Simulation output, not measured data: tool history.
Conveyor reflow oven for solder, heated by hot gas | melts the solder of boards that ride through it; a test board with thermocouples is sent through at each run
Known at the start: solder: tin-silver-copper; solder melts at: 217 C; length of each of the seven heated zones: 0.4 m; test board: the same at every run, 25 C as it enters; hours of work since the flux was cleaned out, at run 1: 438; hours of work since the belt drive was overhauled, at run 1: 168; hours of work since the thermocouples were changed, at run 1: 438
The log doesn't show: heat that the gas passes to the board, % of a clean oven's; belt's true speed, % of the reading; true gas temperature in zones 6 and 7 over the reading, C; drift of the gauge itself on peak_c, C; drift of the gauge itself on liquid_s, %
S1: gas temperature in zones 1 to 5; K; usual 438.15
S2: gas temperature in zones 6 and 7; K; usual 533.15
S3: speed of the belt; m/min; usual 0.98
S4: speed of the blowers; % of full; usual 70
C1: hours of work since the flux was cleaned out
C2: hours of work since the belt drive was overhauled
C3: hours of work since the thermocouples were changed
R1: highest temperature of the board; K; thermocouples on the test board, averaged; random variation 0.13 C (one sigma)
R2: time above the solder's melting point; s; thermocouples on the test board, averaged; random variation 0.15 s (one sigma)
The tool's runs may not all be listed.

| run | hour | S1 | S2 | S3 | S4 | C1 | C2 | C3 | R1 | R2 |
|---|---|---|---|---|---|---|---|---|---|---|
| 1 | 0 | 438.15 | 533.15 | 0.98 | 70 | 438 | 168 | 438 | 518.45 | 31.4 |
| 2 | 28.5 | 438.15 | 534.15 | 0.98 | 70 | 456 | 187 | 456 | 519.15 | 31.9 |
|  | 54 | flux residue cleaned out of gas plates and filters |
| 3 | 91 | 438.15 | 524.15 | 0.98 | 70 | 24 | 224 | 493 | 510.25 | 26.6 |
| 4 | 146.8 | 438.15 | 524.15 | 0.98 | 70 | 60 | 260 | 529 | 510.45 | 26.6 |
| 5 | 203.5 | 438.15 | 524.15 | 1.106 | 70 | 96 | 296 | 566 | 506.75 | 20.2 |
| 6 | 258.2 | 438.15 | 524.15 | 1.106 | 70 | 131 | 331 | 601 | 506.85 | 20 |
| 7 | 286 | 438.15 | 524.15 | 1.106 | 70 | 149 | 349 | 618 | 506.75 | 20.1 |
| 8 | 315.3 | 438.15 | 533.15 | 0.98 | 70 | 168 | 368 | 637 | 518.45 | 31.4 |
| 9 | 354.5 | 438.15 | 533.15 | 0.943 | 70 | 193 | 393 | 662 | 519.55 | 33.5 |
| 10 | 395.1 | 438.15 | 533.15 | 0.943 | 70 | 219 | 419 | 689 | 519.05 | 33.9 |
| 11 | 429.7 | 438.15 | 536.15 | 0.943 | 70 | 241 | 441 | 711 | 521.95 | 34.6 |
|  | 453.1 | thermocouples of zones 6 and 7 changed |
| 12 | 473.7 | 438.15 | 536.15 | 0.943 | 70 | 268 | 468 | 13 | 521.95 | 34.7 |
| 13 | 499.6 | 448.15 | 533.15 | 0.98 | 70 | 285 | 485 | 30 | 519.85 | 34.3 |
| 14 | 542.4 | 438.15 | 533.15 | 0.98 | 74 | 312 | 512 | 57 | 519.05 | 32.1 |
| 15 | 572.5 | 438.15 | 533.15 | 0.98 | 70 | 332 | 532 | 77 | 518.15 | 31.3 |
| 16 | 606.3 | 438.15 | 546.15 | 0.973 | 70 | 354 | 553 | 98 | 529.95 | 37 |
| 17 | 664.2 | 438.15 | 546.15 | 0.973 | 70 | 391 | 591 | 136 | 529.85 | 36.9 |
| 18 | 693.3 | 444.15 | 525.15 | 0.959 | 70 | 409 | 609 | 154 | 512.75 | 30.5 |
| 19 | 720.4 | 435.15 | 523.15 | 0.904 | 64 | 427 | 627 | 172 | 509.85 | 28.3 |
| 20 | 754.1 | 435.15 | 537.15 | 0.904 | 72 | 448 | 648 | 193 | 524.15 | 37.4 |
| 21 | 782.7 | 438.15 | 533.15 | 0.98 | 55 | 467 | 667 | 212 | 514.25 | 28.3 |
|  | 790.9 | flux residue cleaned out of gas plates and filters |
| 22 | 845.3 | 440.15 | 533.15 | 0.98 | 55 | 35 | 704 | 249 | 514.65 | 28.7 |
| 23 | 895.4 | 440.15 | 546.15 | 0.98 | 65 | 67 | 736 | 281 | 528.85 | 36.7 |
| 24 | 930.9 | 430.15 | 546.15 | 0.984 | 65 | 90 | 759 | 304 | 526.85 | 33.6 |
| 25 | 958 | 438.15 | 533.15 | 1.146 | 70 | 107 | 776 | 321 | 512.85 | 23.2 |
| 26 | 1009.1 | 428.15 | 540.15 | 0.98 | 70 | 140 | 809 | 354 | 522.75 | 31.8 |
| 27 | 1046.9 | 428.15 | 540.15 | 0.98 | 70 | 164 | 833 | 378 | 522.75 | 31.8 |
| 28 | 1095 | 428.15 | 529.15 | 0.989 | 70 | 195 | 864 | 409 | 512.95 | 25.7 |
| 29 | 1119.5 | 433.15 | 529.15 | 1.169 | 56 | 211 | 880 | 425 | 503.55 | 14.2 |
| 30 | 1148.4 | 438.15 | 533.15 | 0.98 | 76 | 230 | 898 | 443 | 519.35 | 32.5 |

Forecast each of these 4 alternatives for the next run:
| A | 1174.8 | 438.15 | 533.15 | 0.98 | 76 | 247 | 915 | 460 | ? | ? |
| B | 1174.8 | 438.15 | 533.15 | 1.086 | 76 | 247 | 915 | 460 | ? | ? |
| C | 1174.8 | 438.15 | 533.15 | 0.98 | 53 | 247 | 915 | 460 | ? | ? |
| D | 1174.8 | 435.15 | 536.15 | 0.98 | 73 | 247 | 915 | 460 | ? | ? |

| run | R1 | R2 |
|---|---|---|
| A | 519.45 | 32.4 |
| B | 516.45 | 27 |
| C | 513.75 | 27.5 |
| D | 521.05 | 32.4 |
Without the tool's hidden state the same runs would have given:
| run | R1 | R2 |
|---|---|---|
| A | 519.45 | 32.3 |
| B | 516.45 | 27 |
| C | 513.75 | 27.5 |
| D | 521.05 | 32.4 |
